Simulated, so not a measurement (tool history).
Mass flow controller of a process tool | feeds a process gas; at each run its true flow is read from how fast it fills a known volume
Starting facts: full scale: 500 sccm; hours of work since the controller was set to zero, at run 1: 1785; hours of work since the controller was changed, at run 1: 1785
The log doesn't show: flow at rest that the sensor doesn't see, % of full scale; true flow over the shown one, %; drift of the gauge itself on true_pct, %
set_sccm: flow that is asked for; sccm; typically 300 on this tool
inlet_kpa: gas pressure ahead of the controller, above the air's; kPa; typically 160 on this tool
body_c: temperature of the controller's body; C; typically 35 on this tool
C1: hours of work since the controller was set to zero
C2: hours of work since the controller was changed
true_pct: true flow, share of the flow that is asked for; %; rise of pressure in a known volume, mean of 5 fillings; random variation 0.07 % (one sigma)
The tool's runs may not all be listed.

{"run": 1, "hour": 0.0, "set_sccm": 300, "inlet_kpa": 160, "body_c": 35, "C1": 1785, "C2": 1785, "true_pct": 98.65}
{"run": 2, "hour": 117.9, "set_sccm": 300, "inlet_kpa": 160, "body_c": 35, "C1": 1864, "C2": 1864, "true_pct": 98.78}
{"run": 3, "hour": 199.5, "set_sccm": 300, "inlet_kpa": 160, "body_c": 35, "C1": 1918, "C2": 1918, "true_pct": 98.81}
{"run": 4, "hour": 342.5, "set_sccm": 300, "inlet_kpa": 143, "body_c": 35, "C1": 2013, "C2": 2013, "true_pct": 99.2}
{"run": 5, "hour": 464.8, "set_sccm": 300, "inlet_kpa": 160, "body_c": 35, "C1": 2095, "C2": 2095, "true_pct": 99.07}
{"run": 6, "hour": 598.8, "set_sccm": 300, "inlet_kpa": 160, "body_c": 35, "C1": 2184, "C2": 2184, "true_pct": 99.01}
{"run": 7, "hour": 745.6, "set_sccm": 300, "inlet_kpa": 160, "body_c": 35, "C1": 2282, "C2": 2282, "true_pct": 99.43}
{"run": 8, "hour": 870.6, "set_sccm": 300, "inlet_kpa": 160, "body_c": 35, "C1": 2365, "C2": 2365, "true_pct": 99.46}
{"run": 9, "hour": 991.2, "set_sccm": 54, "inlet_kpa": 237, "body_c": 23, "C1": 2445, "C2": 2445, "true_pct": 98.39}
{"run": 10, "hour": 1129.3, "set_sccm": 54, "inlet_kpa": 207, "body_c": 30, "C1": 2537, "C2": 2537, "true_pct": 98.39}
{"run": 11, "hour": 1259.1, "set_sccm": 178, "inlet_kpa": 160, "body_c": 35, "C1": 2624, "C2": 2624, "true_pct": 99.11}
{"run": 12, "hour": 1330.4, "set_sccm": 300, "inlet_kpa": 162, "body_c": 21, "C1": 2671, "C2": 2671, "true_pct": 100.79}
{"run": 13, "hour": 1467.0, "set_sccm": 209, "inlet_kpa": 155, "body_c": 20, "C1": 2762, "C2": 2762, "true_pct": 100.34}
{"run": 14, "hour": 1544.9, "set_sccm": 60, "inlet_kpa": 192, "body_c": 30, "C1": 2814, "C2": 2814, "true_pct": 98.85}
{"run": 15, "hour": 1655.0, "set_sccm": 58, "inlet_kpa": 192, "body_c": 30, "C1": 2888, "C2": 2888, "true_pct": 98.93}

A few steps of true_pct between consecutive runs. Split each: what settings, incoming material and random variation would produce without the hidden state, and what is left over for the hidden state, along with gauge scatter present in only one of the two compared results (measured, and without hidden state):
Run 6 -> 7: settings left as they were, no log entry in between. true_pct +0.42 %: hidden state +0.14, all else +0.28.
Run 11 -> 12: set_sccm 178 -> 300, inlet_kpa 160 -> 162, body_c 35 -> 21. true_pct +1.68 %: hidden state +0.08, all else +1.60.

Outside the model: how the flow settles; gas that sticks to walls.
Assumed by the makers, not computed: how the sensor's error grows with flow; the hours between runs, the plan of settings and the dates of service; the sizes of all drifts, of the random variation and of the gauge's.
